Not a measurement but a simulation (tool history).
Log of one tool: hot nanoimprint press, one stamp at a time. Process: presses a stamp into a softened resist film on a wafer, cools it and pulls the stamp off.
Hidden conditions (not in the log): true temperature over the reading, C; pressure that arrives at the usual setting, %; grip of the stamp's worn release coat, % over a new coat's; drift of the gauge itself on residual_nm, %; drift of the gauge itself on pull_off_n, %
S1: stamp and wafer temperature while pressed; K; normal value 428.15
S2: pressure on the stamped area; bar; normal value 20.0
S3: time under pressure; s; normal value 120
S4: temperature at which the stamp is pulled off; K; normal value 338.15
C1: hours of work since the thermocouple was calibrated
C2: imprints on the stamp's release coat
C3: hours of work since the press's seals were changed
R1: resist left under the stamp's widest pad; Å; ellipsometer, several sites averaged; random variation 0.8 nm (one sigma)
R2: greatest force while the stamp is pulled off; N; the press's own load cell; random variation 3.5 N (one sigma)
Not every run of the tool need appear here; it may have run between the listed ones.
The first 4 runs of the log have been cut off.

{"run": 5, "hour": 48.0, "S1": 428.15, "S2": 20.0, "S3": 120, "S4": 338.15, "C1": 204, "C2": 521, "C3": 321, "R1": 2040, "R2": 230}
{"run": 6, "hour": 59.2, "S1": 428.15, "S2": 20.0, "S3": 167, "S4": 338.15, "C1": 212, "C2": 572, "C3": 329, "R1": 1757, "R2": 242}
{"run": 7, "hour": 70.4, "S1": 428.15, "S2": 20.0, "S3": 120, "S4": 338.15, "C1": 221, "C2": 623, "C3": 338, "R1": 2035, "R2": 238}
{"run": 8, "hour": 88.1, "S1": 428.15, "S2": 20.0, "S3": 120, "S4": 333.15, "C1": 234, "C2": 704, "C3": 351, "R1": 2036, "R2": 259}
{"run": 9, "hour": 103.0, "S1": 428.15, "S2": 20.0, "S3": 120, "S4": 333.15, "C1": 245, "C2": 772, "C3": 362, "R1": 2031, "R2": 262}
{"run": 10, "hour": 116.7, "S1": 428.15, "S2": 20.0, "S3": 86, "S4": 333.15, "C1": 256, "C2": 834, "C3": 373, "R1": 2312, "R2": 251}
{"run": 11, "hour": 129.8, "S1": 428.15, "S2": 20.0, "S3": 86, "S4": 333.15, "C1": 265, "C2": 894, "C3": 382, "R1": 2298, "R2": 260}
{"run": 12, "hour": 137.2, "S1": 428.15, "S2": 20.0, "S3": 120, "S4": 338.15, "C1": 271, "C2": 928, "C3": 388, "R1": 2031, "R2": 237}
{"run": 13, "hour": 149.5, "S1": 428.15, "S2": 20.0, "S3": 120, "S4": 330.15, "C1": 280, "C2": 984, "C3": 397, "R1": 2026, "R2": 274}
{"run": 14, "hour": 166.6, "S1": 428.15, "S2": 20.0, "S3": 120, "S4": 338.15, "C1": 293, "C2": 1062, "C3": 410, "R1": 2021, "R2": 237}
{"hour": 181.7, "done": "plate thermocouple calibrated"}
{"run": 15, "hour": 184.7, "S1": 428.15, "S2": 20.0, "S3": 202, "S4": 338.15, "C1": 2, "C2": 1130, "C3": 421, "R1": 1628, "R2": 236}
{"run": 16, "hour": 192.6, "S1": 428.15, "S2": 20.0, "S3": 202, "S4": 338.15, "C1": 8, "C2": 1166, "C3": 427, "R1": 1638, "R2": 240}
{"run": 17, "hour": 205.5, "S1": 428.15, "S2": 27.3, "S3": 61, "S4": 338.15, "C1": 18, "C2": 1225, "C3": 437, "R1": 2264, "R2": 234}
{"run": 18, "hour": 222.2, "S1": 419.15, "S2": 15.7, "S3": 120, "S4": 325.15, "C1": 31, "C2": 1301, "C3": 450, "R1": 3265, "R2": 289}

Run 19, settings as shown, results not yet in. Your forecast:
{"run": 19, "hour": 231.7, "S1": 430.15, "S2": 25.2, "S3": 120, "S4": 334.15, "C1": 38, "C2": 1344, "C3": 457, "R1": "?", "R2": "?"}

Run 19 produced R1 1637 Å, R2 246 N.
Had the tool carried no hidden state, the very same run would have given R1 1668 Å, R2 243 N.
